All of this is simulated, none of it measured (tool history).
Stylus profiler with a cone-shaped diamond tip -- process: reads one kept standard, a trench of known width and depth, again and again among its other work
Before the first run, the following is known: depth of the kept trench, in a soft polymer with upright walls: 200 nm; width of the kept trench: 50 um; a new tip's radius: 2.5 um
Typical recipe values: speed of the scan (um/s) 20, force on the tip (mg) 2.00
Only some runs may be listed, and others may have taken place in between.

run	day	speed of the scan (um/s)	force on the tip (mg)	depth of the trench (nm)	width of the trench's floor (um)
1	0.000	20	2.00	202.26	47.16
2	2.250	20	2.00	202.31	47.17
3	3.338	20	2.00	202.48	47.17
4	5.217	20	2.00	202.22	47.10
5	6.850	20	2.68	202.94	47.12
6	8.833	20	2.00	202.31	47.05
# day 10.804: height scale calibrated on a step standard
7	11.079	20	2.00	201.85	47.02
8	12.258	20	2.00	201.74	47.04
9	13.462	20	2.00	201.69	47.08
10	14.992	20	2.00	201.72	47.01
11	16.275	25	2.00	201.73	47.07
12	17.767	25	2.00	201.81	47.00
# day 18.988: height scale calibrated on a step standard, once more
13	19.308	6	2.00	203.00	47.01
14	21.225	6	2.00	202.97	47.03
15	23.271	20	1.94	202.96	46.96
16	25.442	20	1.94	202.85	46.97
17	27.342	20	1.94	202.80	46.91
18	28.796	20	1.94	202.86	46.89
19	30.188	20	1.94	202.85	46.99
20	31.888	20	1.94	202.81	46.89
21	33.562	20	2.00	202.90	46.89
22	35.792	20	2.00	202.82	46.82
23	36.800	40	0.74	201.37	46.73
24	37.838	7	5.79	205.91	46.89
25	39.800	7	2.55	203.42	46.88
26	42.004	7	2.55	203.30	46.86
27	44.229	7	4.70	205.15	46.82
28	45.317	13	1.04	201.71	46.80
29	46.779	24	3.54	204.22	46.79
30	48.562	7	1.08	201.78	46.75
31	50.146	10	1.13	201.76	46.77
# day 51.208: new tip fitted, height scale calibrated
32	51.817	9	2.85	203.51	47.99
33	53.508	29	1.41	202.23	47.89
34	55.158	14	1.12	201.90	47.93
35	57.108	7	1.98	202.84	47.94
36	59.154	24	3.26	204.03	47.87
37	61.158	24	3.26	203.87	47.89
38	62.850	15	1.11	201.81	47.77
39	64.429	15	1.11	201.81	47.80
40	66.288	15	4.44	204.94	47.79
41	68.233	15	4.44	204.80	47.78
42	69.708	54	4.44	204.79	47.69
43	71.954	54	4.44	204.78	47.68
44	72.883	20	0.91	201.40	47.69

Consider 4 possible next runs. They are alternatives, not a sequence: every one starts from the tool as it was left by run 44. What does each give?
A	74.004	15	5.38	?	?
B	74.004	60	3.69	?	?
C	74.004	6	0.91	?	?
D	74.004	20	2.03	?	?

run	depth of the trench (nm)	width of the trench's floor (um)
A	205.48	47.69
B	204.25	47.61
C	201.54	47.77
D	202.63	47.73
Take away the tool's hidden state, keep each run's random variation, and the runs would have read:
run	depth of the trench (nm)	width of the trench's floor (um)
A	205.77	47.97
B	204.54	47.89
C	201.83	48.06
D	202.91	48.02
